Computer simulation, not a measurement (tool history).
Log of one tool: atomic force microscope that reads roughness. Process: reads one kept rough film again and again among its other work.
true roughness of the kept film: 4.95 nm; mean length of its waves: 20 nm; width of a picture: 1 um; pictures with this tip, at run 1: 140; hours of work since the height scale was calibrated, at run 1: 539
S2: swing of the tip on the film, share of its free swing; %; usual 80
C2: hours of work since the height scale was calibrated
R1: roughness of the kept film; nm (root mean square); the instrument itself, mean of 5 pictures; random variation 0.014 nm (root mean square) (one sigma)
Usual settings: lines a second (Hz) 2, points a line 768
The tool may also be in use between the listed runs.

run 1 hour=0 | lines_a_second_(Hz)=2 S2=80 points_a_line=768 | pictures_with_this_tip=140 C2=539 | R1=3.283
run 2 hour=18.9 | lines_a_second_(Hz)=2 S2=80 points_a_line=768 | pictures_with_this_tip=163 C2=553 | R1=3.292
run 3 hour=33.9 | lines_a_second_(Hz)=2 S2=80 points_a_line=768 | pictures_with_this_tip=182 C2=564 | R1=3.286
run 4 hour=51.1 | lines_a_second_(Hz)=2 S2=80 points_a_line=768 | pictures_with_this_tip=203 C2=577 | R1=3.283
run 5 hour=60.9 | lines_a_second_(Hz)=2 S2=80 points_a_line=768 | pictures_with_this_tip=215 C2=584 | R1=3.286
-- hour=65.5 new tip fitted
run 6 hour=75.9 | lines_a_second_(Hz)=2 S2=80 points_a_line=768 | pictures_with_this_tip=13 C2=595 | R1=3.312
run 7 hour=88.7 | lines_a_second_(Hz)=2 S2=80 points_a_line=768 | pictures_with_this_tip=29 C2=604 | R1=3.278
run 8 hour=104 | lines_a_second_(Hz)=2 S2=80 points_a_line=768 | pictures_with_this_tip=48 C2=615 | R1=3.301
run 9 hour=122.4 | lines_a_second_(Hz)=2 S2=80 points_a_line=768 | pictures_with_this_tip=70 C2=629 | R1=3.277
run 10 hour=133.4 | lines_a_second_(Hz)=2 S2=80 points_a_line=768 | pictures_with_this_tip=84 C2=637 | R1=3.31
run 11 hour=155.4 | lines_a_second_(Hz)=2 S2=66 points_a_line=768 | pictures_with_this_tip=111 C2=654 | R1=3.611
run 12 hour=172.7 | lines_a_second_(Hz)=2 S2=66 points_a_line=768 | pictures_with_this_tip=132 C2=666 | R1=3.634
run 13 hour=182.1 | lines_a_second_(Hz)=2 S2=66 points_a_line=768 | pictures_with_this_tip=144 C2=673 | R1=3.64
run 14 hour=198.7 | lines_a_second_(Hz)=2 S2=63 points_a_line=768 | pictures_with_this_tip=165 C2=686 | R1=3.663
run 15 hour=218.7 | lines_a_second_(Hz)=2 S2=80 points_a_line=467 | pictures_with_this_tip=189 C2=701 | R1=3.262
run 16 hour=239.7 | lines_a_second_(Hz)=2 S2=80 points_a_line=467 | pictures_with_this_tip=215 C2=716 | R1=3.265
-- hour=243.6 new tip fitted
run 17 hour=257.9 | lines_a_second_(Hz)=2.01 S2=80 points_a_line=773 | pictures_with_this_tip=17 C2=729 | R1=3.312
run 18 hour=276.4 | lines_a_second_(Hz)=2 S2=81 points_a_line=768 | pictures_with_this_tip=40 C2=743 | R1=3.279
run 19 hour=292.5 | lines_a_second_(Hz)=0.75 S2=78 points_a_line=413 | pictures_with_this_tip=60 C2=755 | R1=3.686
run 20 hour=306.5 | lines_a_second_(Hz)=0.51 S2=82 points_a_line=387 | pictures_with_this_tip=77 C2=765 | R1=3.709
run 21 hour=316.6 | lines_a_second_(Hz)=1.04 S2=83 points_a_line=388 | pictures_with_this_tip=90 C2=773 | R1=3.487
run 22 hour=327.7 | lines_a_second_(Hz)=1.04 S2=83 points_a_line=388 | pictures_with_this_tip=103 C2=781 | R1=3.492
run 23 hour=346.7 | lines_a_second_(Hz)=1.04 S2=71 points_a_line=373 | pictures_with_this_tip=127 C2=795 | R1=3.655
run 24 hour=362.2 | lines_a_second_(Hz)=2 S2=60 points_a_line=453 | pictures_with_this_tip=146 C2=807 | R1=3.71
run 25 hour=372.6 | lines_a_second_(Hz)=2 S2=60 points_a_line=453 | pictures_with_this_tip=159 C2=814 | R1=3.653
run 26 hour=392.1 | lines_a_second_(Hz)=2 S2=65 points_a_line=709 | pictures_with_this_tip=183 C2=829 | R1=3.632
run 27 hour=414.4 | lines_a_second_(Hz)=2 S2=65 points_a_line=980 | pictures_with_this_tip=211 C2=845 | R1=3.639
-- hour=423.6 new tip fitted
run 28 hour=429 | lines_a_second_(Hz)=2.1 S2=73 points_a_line=881 | pictures_with_this_tip=7 C2=856 | R1=3.476
run 29 hour=438.2 | lines_a_second_(Hz)=2.37 S2=73 points_a_line=738 | pictures_with_this_tip=18 C2=863 | R1=3.41
run 30 hour=451 | lines_a_second_(Hz)=0.75 S2=66 points_a_line=1024 | pictures_with_this_tip=34 C2=872 | R1=3.84
run 31 hour=464.7 | lines_a_second_(Hz)=1.24 S2=78 points_a_line=275 | pictures_with_this_tip=51 C2=882 | R1=3.478

Measured less the same run without the tool's hidden state. The same run-to-run variation is in both; the gauge's scatter may not be:
The hidden state here: radius of the tip, nm; height scale over the true one, %; drift of the gauge itself on roughness_nm, %.
run=1 R1=-0.012
run=2 R1=-0.014
run=3 R1=-0.015
run=4 R1=-0.017
run=5 R1=-0.018
run=6 R1=-0.001
run=7 R1=-0.002
run=8 R1=-0.004
run=9 R1=-0.006
run=10 R1=-0.006
run=11 R1=-0.01
run=12 R1=-0.012
run=13 R1=-0.013
run=14 R1=-0.016
run=15 R1=-0.016
run=16 R1=-0.017
run=17 R1=-0.002
run=18 R1=-0.004
run=19 R1=-0.006
run=20 R1=-0.008
run=21 R1=-0.009
run=22 R1=-0.01
run=23 R1=-0.012
run=24 R1=-0.014
run=25 R1=-0.015
run=26 R1=-0.017
run=27 R1=-0.02
run=28 R1=-0.001
run=29 R1=-0.001
run=30 R1=-0.002
run=31 R1=-0.003
